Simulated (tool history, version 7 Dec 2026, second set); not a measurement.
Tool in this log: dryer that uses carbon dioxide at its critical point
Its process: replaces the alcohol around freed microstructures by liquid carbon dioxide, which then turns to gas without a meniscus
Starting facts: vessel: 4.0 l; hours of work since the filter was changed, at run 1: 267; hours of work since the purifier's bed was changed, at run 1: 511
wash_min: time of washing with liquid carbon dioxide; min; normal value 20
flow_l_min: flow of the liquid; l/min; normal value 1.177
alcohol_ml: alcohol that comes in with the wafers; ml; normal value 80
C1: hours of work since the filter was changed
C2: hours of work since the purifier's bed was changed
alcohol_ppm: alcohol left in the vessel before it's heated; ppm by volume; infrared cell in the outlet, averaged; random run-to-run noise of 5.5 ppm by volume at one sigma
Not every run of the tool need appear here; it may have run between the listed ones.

run 1 hour=0 | wash_min=20 flow_l_min=1.177 alcohol_ml=80 | C1=267 C2=511 | alcohol_ppm=355
run 2 hour=57.4 | wash_min=20 flow_l_min=1.177 alcohol_ml=80 | C1=298 C2=542 | alcohol_ppm=395
-- hour=85.3 purifier's bed changed
run 3 hour=93.7 | wash_min=20 flow_l_min=1.177 alcohol_ml=80 | C1=316 C2=4 | alcohol_ppm=311
run 4 hour=132 | wash_min=20 flow_l_min=1.177 alcohol_ml=80 | C1=337 C2=25 | alcohol_ppm=332
run 5 hour=183.8 | wash_min=25 flow_l_min=1.177 alcohol_ml=80 | C1=364 C2=53 | alcohol_ppm=146
-- hour=213.4 inlet filter changed
run 6 hour=222 | wash_min=25 flow_l_min=1.177 alcohol_ml=80 | C1=5 C2=73 | alcohol_ppm=61
run 7 hour=268.2 | wash_min=20 flow_l_min=1.177 alcohol_ml=80 | C1=29 C2=98 | alcohol_ppm=166
run 8 hour=303.3 | wash_min=20 flow_l_min=1.177 alcohol_ml=80 | C1=48 C2=117 | alcohol_ppm=185
run 9 hour=363.2 | wash_min=31 flow_l_min=0.92 alcohol_ml=23 | C1=81 C2=149 | alcohol_ppm=50
run 10 hour=421.9 | wash_min=31 flow_l_min=1.62 alcohol_ml=23 | C1=112 C2=180 | alcohol_ppm=36
run 11 hour=466.2 | wash_min=31 flow_l_min=1.62 alcohol_ml=23 | C1=136 C2=204 | alcohol_ppm=42
run 12 hour=492.9 | wash_min=23 flow_l_min=1.62 alcohol_ml=37 | C1=150 C2=219 | alcohol_ppm=53
run 13 hour=523.2 | wash_min=25 flow_l_min=0.83 alcohol_ml=57 | C1=167 C2=235 | alcohol_ppm=331
run 14 hour=551.5 | wash_min=24 flow_l_min=0.97 alcohol_ml=47 | C1=182 C2=250 | alcohol_ppm=186
run 15 hour=582.6 | wash_min=13 flow_l_min=1.64 alcohol_ml=23 | C1=199 C2=267 | alcohol_ppm=141
run 16 hour=623.4 | wash_min=13 flow_l_min=1.64 alcohol_ml=23 | C1=220 C2=289 | alcohol_ppm=155

4 ways to go on from here, each from the tool as it stands after run 16. What would each give?
run A hour=672 | wash_min=16 flow_l_min=1.177 alcohol_ml=80 | C1=247 C2=315 | alcohol_ppm=?
run B hour=672 | wash_min=14 flow_l_min=1.25 alcohol_ml=84 | C1=247 C2=315 | alcohol_ppm=?
run C hour=672 | wash_min=19 flow_l_min=1.64 alcohol_ml=23 | C1=247 C2=315 | alcohol_ppm=?
run D hour=672 | wash_min=20 flow_l_min=1.177 alcohol_ml=22 | C1=247 C2=315 | alcohol_ppm=?

run=A alcohol_ppm=648
run=B alcohol_ppm=836
run=C alcohol_ppm=84
run=D alcohol_ppm=133
With no hidden state in the tool, these same runs would have given:
run=A alcohol_ppm=379
run=B alcohol_ppm=517
run=C alcohol_ppm=15
run=D alcohol_ppm=44
